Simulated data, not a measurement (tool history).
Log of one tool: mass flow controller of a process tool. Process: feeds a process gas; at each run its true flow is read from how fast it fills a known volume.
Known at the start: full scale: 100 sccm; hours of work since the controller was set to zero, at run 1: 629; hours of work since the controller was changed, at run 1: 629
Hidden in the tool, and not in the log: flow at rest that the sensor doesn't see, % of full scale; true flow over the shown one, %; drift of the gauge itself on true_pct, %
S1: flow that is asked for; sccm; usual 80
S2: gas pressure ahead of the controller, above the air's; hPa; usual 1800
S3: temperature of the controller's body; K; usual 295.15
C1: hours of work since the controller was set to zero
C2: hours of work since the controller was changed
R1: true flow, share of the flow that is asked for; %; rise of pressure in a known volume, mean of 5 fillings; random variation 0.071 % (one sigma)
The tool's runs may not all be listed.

| run | hour | S1 | S2 | S3 | C1 | C2 | R1 |
|---|---|---|---|---|---|---|---|
| 1 | 0 | 80 | 1800 | 295.15 | 629 | 629 | 99.53 |
| 2 | 123.6 | 80 | 1800 | 295.15 | 677 | 677 | 99.46 |
| 3 | 251 | 22 | 1800 | 295.15 | 726 | 726 | 98.67 |
| 4 | 420.1 | 22 | 1800 | 295.15 | 792 | 792 | 98.55 |
| 5 | 599.2 | 80 | 1800 | 295.15 | 862 | 862 | 99.42 |
| 6 | 769.2 | 80 | 1800 | 295.15 | 928 | 928 | 99.27 |
| 7 | 941.2 | 80 | 1800 | 295.15 | 995 | 995 | 99.31 |
| 8 | 1057.6 | 80 | 1800 | 295.15 | 1041 | 1041 | 99.24 |
| 9 | 1202.2 | 80 | 2680 | 295.15 | 1097 | 1097 | 99.9 |
| 10 | 1316.6 | 11 | 1800 | 295.15 | 1141 | 1141 | 97.23 |
| 11 | 1475.7 | 80 | 1540 | 295.15 | 1203 | 1203 | 99 |
| 12 | 1634.9 | 80 | 1800 | 295.15 | 1265 | 1265 | 99.21 |
| 13 | 1723.5 | 80 | 1800 | 295.15 | 1300 | 1300 | 99.19 |
| 14 | 1824.7 | 80 | 1800 | 295.15 | 1339 | 1339 | 99.08 |
| 15 | 1909.4 | 80 | 1800 | 295.15 | 1372 | 1372 | 99.24 |
| 16 | 2004.2 | 20 | 1800 | 295.15 | 1409 | 1409 | 97.76 |
| 17 | 2099.3 | 80 | 1800 | 299.15 | 1446 | 1446 | 98.71 |
| 18 | 2226.3 | 80 | 1800 | 299.15 | 1496 | 1496 | 98.64 |
|  | 2235.3 | controller's zero set anew |
| 19 | 2330.5 | 80 | 1800 | 299.15 | 37 | 1536 | 98.45 |
| 20 | 2496.8 | 80 | 1800 | 299.15 | 102 | 1601 | 98.5 |
| 21 | 2652.7 | 80 | 1800 | 299.15 | 163 | 1662 | 98.49 |
| 22 | 2783.2 | 80 | 1800 | 310.15 | 213 | 1712 | 97.32 |
| 23 | 2867.9 | 66 | 1800 | 310.15 | 246 | 1745 | 97.14 |
|  | 2978.7 | controller's zero set anew, once more |
| 24 | 3002.8 | 66 | 1800 | 310.15 | 9 | 1798 | 97.61 |
| 25 | 3113.9 | 66 | 1800 | 310.15 | 53 | 1841 | 97.52 |
| 26 | 3193.2 | 47 | 1880 | 298.15 | 84 | 1872 | 98.84 |
| 27 | 3351.9 | 17 | 2630 | 307.15 | 145 | 1934 | 97.79 |
| 28 | 3448.7 | 17 | 2630 | 307.15 | 183 | 1971 | 97.66 |
| 29 | 3542 | 42 | 2630 | 295.15 | 219 | 2008 | 99.53 |
| 30 | 3659.6 | 28 | 1560 | 295.15 | 265 | 2053 | 98.57 |
| 31 | 3785.3 | 65 | 1670 | 311.15 | 314 | 2102 | 97.2 |
| 32 | 3914.1 | 65 | 1670 | 311.15 | 364 | 2153 | 97.12 |
| 33 | 4085.2 | 13 | 1990 | 307.15 | 431 | 2219 | 96.86 |
| 34 | 4184.4 | 13 | 1990 | 307.15 | 470 | 2258 | 96.83 |
| 35 | 4356.2 | 12 | 2040 | 307.15 | 536 | 2325 | 96.72 |
| 36 | 4481 | 12 | 2040 | 307.15 | 585 | 2373 | 96.61 |
| 37 | 4609.2 | 12 | 2040 | 307.15 | 635 | 2423 | 96.6 |
| 38 | 4690.5 | 50 | 2480 | 298.15 | 667 | 2455 | 98.82 |
| 39 | 4868.9 | 22 | 1800 | 301.15 | 736 | 2524 | 97.36 |
| 40 | 4946.9 | 55 | 2220 | 295.15 | 766 | 2555 | 99.01 |
| 41 | 5083.5 | 90 | 1650 | 303.15 | 820 | 2608 | 98.15 |
| 42 | 5182.3 | 88 | 2490 | 303.15 | 858 | 2646 | 98.59 |
| 43 | 5356.7 | 39 | 1720 | 295.15 | 926 | 2714 | 98.37 |

Forecast run 44:
| 44 | 5469.1 | 39 | 1720 | 295.15 | 970 | 2758 | ? |

R1: 98.3 %
Without the tool's hidden state the same run would have given R1 99.75 %.
